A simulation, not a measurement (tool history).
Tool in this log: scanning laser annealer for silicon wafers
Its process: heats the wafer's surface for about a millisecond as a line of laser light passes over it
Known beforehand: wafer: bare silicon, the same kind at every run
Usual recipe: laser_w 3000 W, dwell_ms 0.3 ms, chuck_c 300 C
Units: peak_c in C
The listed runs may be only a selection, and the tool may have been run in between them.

{"run": 1, "day": 0.0, "laser_w": 3000, "dwell_ms": 0.3, "chuck_c": 300, "peak_c": 1060}
{"run": 2, "day": 0.412, "laser_w": 3000, "dwell_ms": 0.3, "chuck_c": 300, "peak_c": 1055}
{"run": 3, "day": 0.779, "laser_w": 3000, "dwell_ms": 0.3, "chuck_c": 300, "peak_c": 1064}
{"run": 4, "day": 1.021, "laser_w": 3000, "dwell_ms": 0.3, "chuck_c": 300, "peak_c": 1060}
{"run": 5, "day": 1.217, "laser_w": 3000, "dwell_ms": 0.338, "chuck_c": 300, "peak_c": 1102}
{"run": 6, "day": 1.604, "laser_w": 3000, "dwell_ms": 0.262, "chuck_c": 300, "peak_c": 1010}
{"run": 7, "day": 1.883, "laser_w": 2808, "dwell_ms": 0.3, "chuck_c": 300, "peak_c": 998}
{"run": 8, "day": 2.283, "laser_w": 2722, "dwell_ms": 0.3, "chuck_c": 300, "peak_c": 970}
{"run": 9, "day": 2.588, "laser_w": 2722, "dwell_ms": 0.3, "chuck_c": 288, "peak_c": 957}
{"run": 10, "day": 2.812, "laser_w": 2722, "dwell_ms": 0.3, "chuck_c": 288, "peak_c": 956}
{"run": 11, "day": 3.058, "laser_w": 3000, "dwell_ms": 0.3, "chuck_c": 300, "peak_c": 1051}
{"run": 12, "day": 3.233, "laser_w": 3000, "dwell_ms": 0.3, "chuck_c": 300, "peak_c": 1052}
{"run": 13, "day": 3.596, "laser_w": 3034, "dwell_ms": 0.3, "chuck_c": 300, "peak_c": 1065}
{"run": 14, "day": 3.842, "laser_w": 3000, "dwell_ms": 0.3, "chuck_c": 300, "peak_c": 1052}
{"run": 15, "day": 4.154, "laser_w": 3000, "dwell_ms": 0.345, "chuck_c": 300, "peak_c": 1103}
{"run": 16, "day": 4.575, "laser_w": 3000, "dwell_ms": 0.345, "chuck_c": 300, "peak_c": 1101}
{"run": 17, "day": 4.95, "laser_w": 3000, "dwell_ms": 0.3, "chuck_c": 275, "peak_c": 1026}
{"run": 18, "day": 5.321, "laser_w": 3000, "dwell_ms": 0.3, "chuck_c": 275, "peak_c": 1026}
{"run": 19, "day": 5.625, "laser_w": 2911, "dwell_ms": 0.3, "chuck_c": 275, "peak_c": 999}
{"run": 20, "day": 5.8, "laser_w": 2911, "dwell_ms": 0.3, "chuck_c": 275, "peak_c": 998}
{"run": 21, "day": 6.15, "laser_w": 2616, "dwell_ms": 0.221, "chuck_c": 334, "peak_c": 884}
{"run": 22, "day": 6.538, "laser_w": 3020, "dwell_ms": 0.232, "chuck_c": 287, "peak_c": 961}
{"run": 23, "day": 6.783, "laser_w": 3020, "dwell_ms": 0.232, "chuck_c": 287, "peak_c": 960}
{"run": 24, "day": 7.279, "laser_w": 2641, "dwell_ms": 0.273, "chuck_c": 306, "peak_c": 920}
{"run": 25, "day": 7.479, "laser_w": 2641, "dwell_ms": 0.273, "chuck_c": 306, "peak_c": 917}
{"run": 26, "day": 7.85, "laser_w": 2641, "dwell_ms": 0.273, "chuck_c": 306, "peak_c": 919}
{"run": 27, "day": 8.158, "laser_w": 2641, "dwell_ms": 0.273, "chuck_c": 306, "peak_c": 918}
{"run": 28, "day": 8.554, "laser_w": 2641, "dwell_ms": 0.273, "chuck_c": 306, "peak_c": 918}
{"run": 29, "day": 8.917, "laser_w": 2978, "dwell_ms": 0.33, "chuck_c": 306, "peak_c": 1079}
{"run": 30, "day": 9.233, "laser_w": 2677, "dwell_ms": 0.216, "chuck_c": 329, "peak_c": 888}
{"run": 31, "day": 9.654, "laser_w": 2914, "dwell_ms": 0.35, "chuck_c": 274, "peak_c": 1046}
{"run": 32, "day": 9.838, "laser_w": 3000, "dwell_ms": 0.3, "chuck_c": 315, "peak_c": 1060}
{"run": 33, "day": 10.067, "laser_w": 3000, "dwell_ms": 0.3, "chuck_c": 315, "peak_c": 1058}
{"run": 34, "day": 10.45, "laser_w": 3000, "dwell_ms": 0.3, "chuck_c": 315, "peak_c": 1061}
{"run": 35, "day": 10.683, "laser_w": 2815, "dwell_ms": 0.223, "chuck_c": 315, "peak_c": 915}
{"run": 36, "day": 10.921, "laser_w": 2752, "dwell_ms": 0.309, "chuck_c": 284, "peak_c": 961}
{"run": 37, "day": 11.279, "laser_w": 2983, "dwell_ms": 0.21, "chuck_c": 332, "peak_c": 958}
{"run": 38, "day": 11.6, "laser_w": 2983, "dwell_ms": 0.21, "chuck_c": 332, "peak_c": 974}
{"run": 39, "day": 11.929, "laser_w": 2983, "dwell_ms": 0.21, "chuck_c": 332, "peak_c": 975}
{"run": 40, "day": 12.158, "laser_w": 2707, "dwell_ms": 0.332, "chuck_c": 300, "peak_c": 1001}

Taken out of this log: 3 entries between the listed runs. Where each belongs, and how the hidden state differs across it:
Between runs 23 and 24: laser's power meter calibrated (day 6.942)
  light that passes the window, % of a clean one's: 98.11 -> 98.06; width of the line over the set one, %: 3.02 -> 3.04
  measured value less the no-hidden-state value, peak_c: -33 -> -30 C
Between runs 28 and 29: laser's power meter calibrated, once more (day 8.917)
  light that passes the window, % of a clean one's: 97.91 -> 97.88; laser's true power over the reading, %: -0.01 -> 0.01; width of the line over the set one, %: 3.11 -> 3.13
  measured value less the no-hidden-state value, peak_c: -32 -> -40 C
Between runs 37 and 38: window over the wafer cleaned (day 11.458)
  light that passes the window, % of a clean one's: 97.59 -> 99.61; laser's true power over the reading, %: 0.03 -> 0.04; width of the line over the set one, %: 3.28 -> 3.29
  measured value less the no-hidden-state value, peak_c: -35 -> -19 C

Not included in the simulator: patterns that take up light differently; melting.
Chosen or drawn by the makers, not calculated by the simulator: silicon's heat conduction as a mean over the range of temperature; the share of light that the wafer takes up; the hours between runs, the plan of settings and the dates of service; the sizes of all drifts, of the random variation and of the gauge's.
